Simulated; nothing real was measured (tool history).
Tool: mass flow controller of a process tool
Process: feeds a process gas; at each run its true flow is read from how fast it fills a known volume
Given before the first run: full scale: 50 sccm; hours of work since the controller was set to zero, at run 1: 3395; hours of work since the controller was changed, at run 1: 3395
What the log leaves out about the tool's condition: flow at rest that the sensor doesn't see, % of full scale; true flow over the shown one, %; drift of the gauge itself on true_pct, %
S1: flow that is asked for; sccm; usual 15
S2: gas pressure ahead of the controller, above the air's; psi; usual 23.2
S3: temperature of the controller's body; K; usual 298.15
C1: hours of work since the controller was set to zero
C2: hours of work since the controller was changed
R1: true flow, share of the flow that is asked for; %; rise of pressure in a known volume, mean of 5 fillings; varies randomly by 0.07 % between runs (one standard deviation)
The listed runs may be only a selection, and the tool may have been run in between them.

run 1 hour=0.0 | S1=15 S2=23.2 S3=298.15 | C1=3395 C2=3395 | R1=98.82
run 2 hour=225.0 | S1=38 S2=23.2 S3=298.15 | C1=3503 C2=3503 | R1=99.48
run 3 hour=382.4 | S1=38 S2=23.2 S3=298.15 | C1=3578 C2=3578 | R1=99.55
run 4 hour=545.8 | S1=38 S2=25.5 S3=298.15 | C1=3656 C2=3656 | R1=99.70
run 5 hour=706.4 | S1=38 S2=25.5 S3=298.15 | C1=3733 C2=3733 | R1=99.63
run 6 hour=843.8 | S1=14 S2=25.5 S3=298.15 | C1=3799 C2=3799 | R1=99.09
run 7 hour=1020.4 | S1=46 S2=23.2 S3=298.15 | C1=3883 C2=3883 | R1=100.00
run 8 hour=1168.2 | S1=46 S2=23.2 S3=298.15 | C1=3954 C2=3954 | R1=100.14
run 9 hour=1285.3 | S1=46 S2=23.2 S3=298.15 | C1=4010 C2=4010 | R1=99.96
run 10 hour=1460.8 | S1=6 S2=23.2 S3=298.15 | C1=4094 C2=4094 | R1=98.91
run 11 hour=1569.5 | S1=15 S2=23.2 S3=310.15 | C1=4146 C2=4146 | R1=97.76
run 12 hour=1686.0 | S1=16 S2=23.2 S3=310.15 | C1=4202 C2=4202 | R1=97.71
run 13 hour=1868.3 | S1=16 S2=23.2 S3=310.15 | C1=4289 C2=4289 | R1=97.99
-- hour=2005.9 controller's zero set anew
run 14 hour=2026.2 | S1=16 S2=23.2 S3=310.15 | C1=10 C2=4364 | R1=98.04
run 15 hour=2278.1 | S1=16 S2=23.2 S3=310.15 | C1=130 C2=4485 | R1=97.97
run 16 hour=2511.0 | S1=16 S2=23.2 S3=310.15 | C1=242 C2=4596 | R1=98.10
run 17 hour=2698.7 | S1=34 S2=26.0 S3=298.15 | C1=331 C2=4686 | R1=100.01
run 18 hour=2905.6 | S1=29 S2=23.2 S3=310.15 | C1=430 C2=4785 | R1=98.45
run 19 hour=3124.0 | S1=29 S2=29.6 S3=310.15 | C1=535 C2=4889 | R1=98.79
run 20 hour=3347.1 | S1=29 S2=29.6 S3=310.15 | C1=641 C2=4996 | R1=98.77
run 21 hour=3495.9 | S1=16 S2=23.4 S3=306.15 | C1=713 C2=5067 | R1=98.79
run 22 hour=3714.3 | S1=19 S2=24.9 S3=305.15 | C1=817 C2=5172 | R1=99.08
run 23 hour=3825.1 | S1=19 S2=24.9 S3=305.15 | C1=870 C2=5225 | R1=99.09
run 24 hour=3987.4 | S1=6 S2=27.1 S3=299.15 | C1=948 C2=5302 | R1=99.45
-- hour=4018.4 gauge calibrated
run 25 hour=4150.7 | S1=15 S2=23.2 S3=294.15 | C1=1026 C2=5380 | R1=99.35
run 26 hour=4395.7 | S1=25 S2=23.2 S3=298.15 | C1=1143 C2=5498 | R1=99.16
run 27 hour=4645.9 | S1=25 S2=23.2 S3=298.15 | C1=1263 C2=5617 | R1=99.38
run 28 hour=4761.6 | S1=15 S2=25.2 S3=297.15 | C1=1318 C2=5673 | R1=99.16
run 29 hour=4970.1 | S1=14 S2=23.2 S3=302.15 | C1=1418 C2=5772 | R1=98.68
run 30 hour=5172.0 | S1=15 S2=23.2 S3=308.15 | C1=1514 C2=5869 | R1=97.90
run 31 hour=5380.7 | S1=32 S2=23.1 S3=304.15 | C1=1614 C2=5969 | R1=98.92

3 options for the next run, each taken on its own from the tool as it stands now. Forecast them:
run A hour=5597.6 | S1=15 S2=31.8 S3=298.15 | C1=1718 C2=6072 | R1=?
run B hour=5597.6 | S1=8 S2=23.1 S3=304.15 | C1=1718 C2=6072 | R1=?
run C hour=5597.6 | S1=7 S2=33.6 S3=302.15 | C1=1718 C2=6072 | R1=?

run=A R1=99.47
run=B R1=98.32
run=C R1=98.79
Had the tool no hidden state, the same runs would have come out as:
run=A R1=99.11
run=B R1=97.96
run=C R1=98.42
